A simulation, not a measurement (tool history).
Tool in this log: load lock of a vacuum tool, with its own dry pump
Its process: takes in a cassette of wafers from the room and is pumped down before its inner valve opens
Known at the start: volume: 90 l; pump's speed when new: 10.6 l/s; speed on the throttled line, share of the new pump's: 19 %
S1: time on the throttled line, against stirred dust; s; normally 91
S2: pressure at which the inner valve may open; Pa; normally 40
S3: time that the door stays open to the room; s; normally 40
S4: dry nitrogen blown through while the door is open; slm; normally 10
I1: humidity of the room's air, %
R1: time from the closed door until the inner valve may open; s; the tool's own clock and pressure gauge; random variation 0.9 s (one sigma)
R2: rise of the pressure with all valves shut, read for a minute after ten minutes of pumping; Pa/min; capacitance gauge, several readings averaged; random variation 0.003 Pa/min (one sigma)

run 1 hour=0 | S1=91 S2=40 S3=40 S4=10 | I1=44.9 | R1=148.1 R2=0.044
run 2 hour=117.2 | S1=85 S2=40 S3=40 S4=10 | I1=43.7 | R1=144.5 R2=0.041
run 3 hour=288 | S1=91 S2=40 S3=40 S4=10 | I1=46.4 | R1=148.2 R2=0.044
run 4 hour=408.4 | S1=91 S2=40 S3=40 S4=10 | I1=43.4 | R1=147.8 R2=0.043
run 5 hour=575.6 | S1=91 S2=40 S3=40 S4=10 | I1=43.3 | R1=147.8 R2=0.045
run 6 hour=717 | S1=91 S2=40 S3=40 S4=10 | I1=43.5 | R1=147 R2=0.04
run 7 hour=867.7 | S1=91 S2=74 S3=40 S4=10 | I1=45.5 | R1=143 R2=0.045
run 8 hour=1047.5 | S1=91 S2=40 S3=40 S4=10 | I1=45 | R1=149.4 R2=0.043
run 9 hour=1167.6 | S1=63 S2=40 S3=40 S4=10 | I1=46.7 | R1=126.1 R2=0.051
run 10 hour=1338.6 | S1=63 S2=40 S3=40 S4=10 | I1=44.6 | R1=126.4 R2=0.053
run 11 hour=1532 | S1=66 S2=40 S3=40 S4=10 | I1=48.9 | R1=130 R2=0.056
run 12 hour=1619.4 | S1=156 S2=40 S3=40 S4=10 | I1=45.5 | R1=198.3 R2=0.053
run 13 hour=1730 | S1=156 S2=40 S3=40 S4=10 | I1=41 | R1=198.6 R2=0.054
run 14 hour=1867.9 | S1=91 S2=40 S3=115 S4=10 | I1=43 | R1=148.2 R2=0.074
run 15 hour=1958.7 | S1=91 S2=40 S3=115 S4=10 | I1=45.1 | R1=148.9 R2=0.077
run 16 hour=2093.9 | S1=91 S2=40 S3=115 S4=10 | I1=46.6 | R1=149.5 R2=0.074
run 17 hour=2213.6 | S1=91 S2=40 S3=40 S4=8 | I1=46 | R1=148.9 R2=0.058
run 18 hour=2395.8 | S1=91 S2=40 S3=40 S4=8 | I1=42.7 | R1=150.8 R2=0.057
run 19 hour=2506.3 | S1=99 S2=40 S3=40 S4=33 | I1=44.8 | R1=155.9 R2=0.049
run 20 hour=2658.7 | S1=116 S2=40 S3=40 S4=33 | I1=44.7 | R1=168.8 R2=0.056
run 21 hour=2835.3 | S1=62 S2=40 S3=35 S4=13 | I1=46.1 | R1=127.5 R2=0.064
run 22 hour=2995.1 | S1=62 S2=40 S3=35 S4=13 | I1=40.5 | R1=128.5 R2=0.059
run 23 hour=3126.5 | S1=62 S2=40 S3=35 S4=44 | I1=43.4 | R1=127.8 R2=0.055
run 24 hour=3237.1 | S1=55 S2=28 S3=114 S4=22 | I1=49.9 | R1=126.2 R2=0.083
run 25 hour=3373.4 | S1=91 S2=40 S3=206 S4=10 | I1=43.5 | R1=151.6 R2=0.108
run 26 hour=3566.3 | S1=63 S2=76 S3=33 S4=5 | I1=46.1 | R1=123.3 R2=0.075
run 27 hour=3732.2 | S1=63 S2=76 S3=33 S4=5 | I1=45.4 | R1=121.2 R2=0.077
run 28 hour=3925.1 | S1=63 S2=76 S3=33 S4=5 | I1=43.1 | R1=121.8 R2=0.083
run 29 hour=4025.5 | S1=91 S2=40 S3=48 S4=13 | I1=46.1 | R1=151 R2=0.08
run 30 hour=4151.9 | S1=91 S2=40 S3=48 S4=13 | I1=48.7 | R1=151.9 R2=0.085
run 31 hour=4293.2 | S1=106 S2=29 S3=48 S4=8 | I1=47.1 | R1=166.7 R2=0.089
run 32 hour=4415.5 | S1=106 S2=68 S3=99 S4=4 | I1=44.4 | R1=155.8 R2=0.108
run 33 hour=4595.2 | S1=106 S2=68 S3=99 S4=4 | I1=47.2 | R1=156.8 R2=0.115
run 34 hour=4777.7 | S1=91 S2=40 S3=40 S4=8 | I1=45.8 | R1=151.7 R2=0.087
run 35 hour=4921.3 | S1=91 S2=40 S3=40 S4=8 | I1=47.5 | R1=151.6 R2=0.086
run 36 hour=5095.2 | S1=91 S2=40 S3=40 S4=8 | I1=43.8 | R1=152.2 R2=0.093

For each run, the measured value with the value that run would have given without the tool's hidden condition subtracted. The run-to-run variation is shared by both, the gauge scatter possibly not:
Hidden state at play: pump's speed, % of a new pump's; leak at the door's seal, Pa l/s; drift of the gauge itself on ready_s, %; drift of the gauge itself on rise_pa_min, %.
run=1 R1=+6.8 R2=+0.017
run=2 R1=+7.2 R2=+0.018
run=3 R1=+7.1 R2=+0.019
run=4 R1=+7.1 R2=+0.02
run=5 R1=+7.3 R2=+0.022
run=6 R1=+7.3 R2=+0.022
run=7 R1=+6.9 R2=+0.024
run=8 R1=+7.7 R2=+0.025
run=9 R1=+8.5 R2=+0.027
run=10 R1=+8.7 R2=+0.028
run=11 R1=+8.9 R2=+0.029
run=12 R1=+6 R2=+0.03
run=13 R1=+6.2 R2=+0.032
run=14 R1=+8.2 R2=+0.032
run=15 R1=+8.4 R2=+0.033
run=16 R1=+8.5 R2=+0.034
run=17 R1=+8.6 R2=+0.036
run=18 R1=+8.7 R2=+0.037
run=19 R1=+8.5 R2=+0.04
run=20 R1=+8.1 R2=+0.041
run=21 R1=+10 R2=+0.043
run=22 R1=+10.2 R2=+0.045
run=23 R1=+10.3 R2=+0.045
run=24 R1=+11.2 R2=+0.048
run=25 R1=+9.6 R2=+0.048
run=26 R1=+9.7 R2=+0.051
run=27 R1=+9.6 R2=+0.052
run=28 R1=+9.8 R2=+0.056
run=29 R1=+10 R2=+0.057
run=30 R1=+10.2 R2=+0.059
run=31 R1=+10.3 R2=+0.06
run=32 R1=+8.7 R2=+0.062
run=33 R1=+8.9 R2=+0.064
run=34 R1=+10.6 R2=+0.067
run=35 R1=+10.8 R2=+0.069
run=36 R1=+11 R2=+0.071
